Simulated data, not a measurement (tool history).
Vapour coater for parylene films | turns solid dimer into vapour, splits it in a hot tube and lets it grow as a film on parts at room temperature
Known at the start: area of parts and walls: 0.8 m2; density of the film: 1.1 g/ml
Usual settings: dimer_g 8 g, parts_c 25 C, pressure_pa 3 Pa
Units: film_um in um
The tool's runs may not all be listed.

run,day,dimer_g,parts_c,pressure_pa,film_um
1,0,8,25,3,6.11
2,1.212,8,25,3,6.09
3,1.967,8,25,3,6.03
4,2.721,14,25,3,10.57
5,3.692,14,25,3,10.46
6,4.529,14,25,3,10.36
7,5.562,14,25,3,10.3
8,6.558,8,25,3,5.95
9,7.688,8,25,3,5.91
10,8.396,8,25,3,5.85
11,8.912,8,23,3,6.3
12,9.588,8,23,3,6.28
13,10.417,8,25,3,5.86
14,11.004,8,25,3,5.7
15,11.962,8,25,3,5.73
16,12.983,8,37,3,3.4
17,13.567,5,37,3,2.14
18,14.183,5,37,3,2.17
19,14.704,5,37,3,2.11
20,15.317,5,37,3,2.11
21,16.221,8,19,3,7.19
22,17.308,8,25,5.99,5.05
23,18.025,8,25,7.27,4.88
24,18.562,8,25,8.6,4.78
25,19.442,8,25,8.6,4.77
26,20.079,8,25,2.01,5.8
27,20.646,8,25,2.01,5.66
28,21.596,10,25,2.01,7.12
29,22.246,10,25,2.01,7
30,23.062,8,25,3.83,5.19
31,23.604,8,25,3.83,5.17
# day 23.867: trap's valve overhauled
32,24.788,3,36,3.83,1.15
33,25.429,8,25,3,4.95
34,26.167,11,23,3.82,7.12
35,26.908,8,21,11.55,4.88
36,28.129,11,21,11.12,6.75
37,29.071,11,21,11.12,6.77
38,29.725,11,21,11.12,6.67
# day 30.217: trap's valve overhauled, once more
39,31.062,4,32,5.99,2.04
40,31.904,4,32,5.99,2.08
41,33.071,4,19,3.48,3.79
# day 33.433: table's thermometer calibrated
42,34.333,4,19,3.48,3.86
43,35.217,9,26,3.48,6.47
44,35.833,8,25,4.01,5.86
45,36.433,4,27,4.01,2.65
46,37.283,3,19,9.01,2.5
47,38.458,6,25,3,4.45

3 ways to go on from here, each from the tool as it stands after run 47. What would each give?
A,39.696,4,25,3,?
B,39.696,6,27,3,?
C,39.696,4,37,3.5,?

run,film_um
A,2.92
B,4.06
C,1.74
Without the tool's hidden state the same runs would have given:
run,film_um
A,3.09
B,4.31
C,1.84
